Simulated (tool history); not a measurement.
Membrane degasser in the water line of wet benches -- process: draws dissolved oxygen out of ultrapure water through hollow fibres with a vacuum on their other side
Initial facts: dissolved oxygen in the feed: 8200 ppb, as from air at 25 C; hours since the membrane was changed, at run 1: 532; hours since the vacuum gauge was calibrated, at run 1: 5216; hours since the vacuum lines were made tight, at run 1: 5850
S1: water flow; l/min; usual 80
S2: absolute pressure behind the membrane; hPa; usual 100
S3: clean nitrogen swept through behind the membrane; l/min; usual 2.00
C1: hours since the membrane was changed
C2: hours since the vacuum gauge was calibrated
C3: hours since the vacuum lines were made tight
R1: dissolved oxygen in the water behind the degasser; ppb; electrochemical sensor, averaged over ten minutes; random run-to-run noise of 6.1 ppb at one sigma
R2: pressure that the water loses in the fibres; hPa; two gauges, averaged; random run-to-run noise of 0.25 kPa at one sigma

Run 1, hour 0.0: usual settings; C1 532; C2 5216; C3 5850. Result: R1 614.1 ppb, R2 686.7 hPa.
At hour 138.3: vacuum gauge calibrated.
Run 2, hour 163.3: usual settings but S2 134 hPa; C1 695; C2 25; C3 6013. Result: R1 838.3 ppb, R2 684.0 hPa.
Run 3, hour 291.9: usual settings but S2 134 hPa; C1 824; C2 154; C3 6141. Result: R1 855.1 ppb, R2 684.1 hPa.
Run 4, hour 478.9: usual settings but S2 134 hPa; C1 1011; C2 341; C3 6328. Result: R1 857.4 ppb, R2 684.2 hPa.
Run 5, hour 567.1: usual settings; C1 1099; C2 429; C3 6416. Result: R1 623.3 ppb, R2 681.6 hPa.
Run 6, hour 756.2: usual settings; C1 1288; C2 618; C3 6605. Result: R1 623.3 ppb, R2 688.3 hPa.
Run 7, hour 934.0: usual settings but S2 176 hPa; C1 1466; C2 796; C3 6783. Result: R1 1133.9 ppb, R2 685.3 hPa.
Run 8, hour 1035.1: usual settings; C1 1567; C2 897; C3 6884. Result: R1 608.5 ppb, R2 692.7 hPa.
Run 9, hour 1148.6: usual settings but S1 66 l/min, S2 139 hPa, S3 2.87 l/min; C1 1681; C2 1010; C3 6998. Result: R1 581.8 ppb, R2 567.8 hPa.
Run 10, hour 1242.2: usual settings but S2 140 hPa, S3 2.32 l/min; C1 1774; C2 1104; C3 7091. Result: R1 794.1 ppb, R2 685.9 hPa.
Run 11, hour 1403.2: usual settings but S1 64 l/min, S2 140 hPa, S3 2.20 l/min; C1 1935; C2 1265; C3 7252. Result: R1 688.4 ppb, R2 550.7 hPa.
Run 12, hour 1547.2: usual settings but S1 64 l/min, S2 140 hPa, S3 2.20 l/min; C1 2079; C2 1409; C3 7396. Result: R1 685.3 ppb, R2 554.5 hPa.
Run 13, hour 1757.8: usual settings but S1 64 l/min, S2 140 hPa, S3 2.20 l/min; C1 2290; C2 1620; C3 7607. Result: R1 687.4 ppb, R2 552.7 hPa.
Run 14, hour 1959.4: usual settings but S1 56 l/min, S2 165 hPa, S3 2.11 l/min; C1 2491; C2 1821; C3 7809. Result: R1 755.6 ppb, R2 483.6 hPa.
Run 15, hour 2134.0: usual settings but S1 56 l/min, S2 165 hPa, S3 2.11 l/min; C1 2666; C2 1996; C3 7983. Result: R1 744.8 ppb, R2 485.1 hPa.
Run 16, hour 2280.5: usual settings but S1 66 l/min, S2 165 hPa, S3 2.11 l/min; C1 2812; C2 2142; C3 8130. Result: R1 865.8 ppb, R2 572.9 hPa.

Branching from run 16: 4 alternative next runs. What would each branch give?
Run A, hour 2477.1: usual settings but S1 73 l/min, S2 172 hPa, S3 3.50 l/min; C1 3009; C2 2339; C3 8326. Result: R1 ?, R2 ?.
Run B, hour 2477.1: usual settings but S1 77 l/min, S2 165 hPa, S3 2.11 l/min; C1 3009; C2 2339; C3 8326. Result: R1 ?, R2 ?.
Run C, hour 2477.1: usual settings but S1 54 l/min, S3 1.42 l/min; C1 3009; C2 2339; C3 8326. Result: R1 ?, R2 ?.
Run D, hour 2477.1: usual settings but S1 66 l/min, S2 133 hPa, S3 4.03 l/min; C1 3009; C2 2339; C3 8326. Result: R1 ?, R2 ?.

run     R1     R2
  A  682.4  630.7
  B  986.8  671.1
  C  543.6  467.2
  D  434.6  574.8
The same runs, with their run-to-run variation unchanged, on a tool lacking any hidden condition would have given:
run     R1     R2
  A  681.8  622.9
  B  986.2  662.7
  C  543.1  461.4
  D  434.1  567.6

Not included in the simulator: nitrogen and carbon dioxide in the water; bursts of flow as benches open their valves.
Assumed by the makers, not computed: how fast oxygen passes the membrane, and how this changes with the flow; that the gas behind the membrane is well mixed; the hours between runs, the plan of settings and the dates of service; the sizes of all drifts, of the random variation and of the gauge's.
